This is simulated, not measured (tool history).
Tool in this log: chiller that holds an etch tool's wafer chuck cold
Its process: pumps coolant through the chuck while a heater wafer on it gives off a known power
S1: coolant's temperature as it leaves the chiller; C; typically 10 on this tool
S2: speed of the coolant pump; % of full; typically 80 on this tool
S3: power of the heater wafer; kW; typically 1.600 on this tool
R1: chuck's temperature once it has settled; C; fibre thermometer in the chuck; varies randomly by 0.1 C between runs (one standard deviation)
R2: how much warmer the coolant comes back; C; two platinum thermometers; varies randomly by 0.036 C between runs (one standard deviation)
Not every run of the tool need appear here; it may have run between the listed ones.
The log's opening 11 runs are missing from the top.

run 12 day=42.258 | S1=10 S2=66 S3=1.600 | R1=23.0 R2=7.74
-- day=45.304 chiller's thermometer calibrated
run 13 day=47.062 | S1=10 S2=66 S3=1.600 | R1=22.9 R2=7.80
run 14 day=52.158 | S1=10 S2=66 S3=1.600 | R1=22.9 R2=7.71
run 15 day=54.608 | S1=10 S2=66 S3=1.600 | R1=23.1 R2=7.81
run 16 day=59.717 | S1=10 S2=66 S3=1.600 | R1=23.0 R2=7.75
run 17 day=63.958 | S1=10 S2=66 S3=1.600 | R1=23.1 R2=7.76
run 18 day=67.958 | S1=10 S2=76 S3=0.919 | R1=16.9 R2=3.76
run 19 day=72.692 | S1=10 S2=76 S3=1.038 | R1=17.6 R2=4.21
run 20 day=77.150 | S1=10 S2=76 S3=0.970 | R1=17.1 R2=3.85
run 21 day=81.642 | S1=7 S2=86 S3=0.905 | R1=13.1 R2=3.11
run 22 day=85.946 | S1=5 S2=74 S3=1.512 | R1=16.3 R2=6.38
run 23 day=88.904 | S1=2 S2=69 S3=1.512 | R1=13.9 R2=6.95
run 24 day=91.421 | S1=2 S2=78 S3=0.871 | R1=8.2 R2=3.41
run 25 day=93.650 | S1=2 S2=78 S3=0.871 | R1=8.4 R2=3.37
run 26 day=95.912 | S1=3 S2=93 S3=1.600 | R1=13.2 R2=5.16
run 27 day=100.612 | S1=12 S2=99 S3=1.600 | R1=21.6 R2=4.79
run 28 day=105.200 | S1=10 S2=97 S3=1.704 | R1=20.4 R2=5.19
run 29 day=108.542 | S1=4 S2=82 S3=0.934 | R1=10.5 R2=3.39
run 30 day=113.025 | S1=0 S2=78 S3=1.454 | R1=10.4 R2=5.77
run 31 day=118.212 | S1=0 S2=62 S3=0.944 | R1=7.9 R2=4.70

Here are 5 independent what-if runs from the current tool condition. What would each one return?
run A day=120.888 | S1=3 S2=62 S3=1.430 | R1=? R2=?
run B day=120.888 | S1=9 S2=66 S3=0.917 | R1=? R2=?
run C day=120.888 | S1=7 S2=62 S3=1.706 | R1=? R2=?
run D day=120.888 | S1=12 S2=80 S3=1.978 | R1=? R2=?
run E day=120.888 | S1=18 S2=90 S3=1.600 | R1=? R2=?

run=A R1=15.4 R2=7.27
run=B R1=16.3 R2=4.24
run=C R1=21.5 R2=8.77
run=D R1=26.0 R2=7.62
run=E R1=28.4 R2=5.30
The same runs, with their run-to-run variation unchanged, on a tool lacking any hidden condition would have given:
run=A R1=15.4 R2=7.54
run=B R1=16.3 R2=4.52
run=C R1=21.5 R2=9.04
run=D R1=26.0 R2=7.89
run=E R1=28.4 R2=5.57
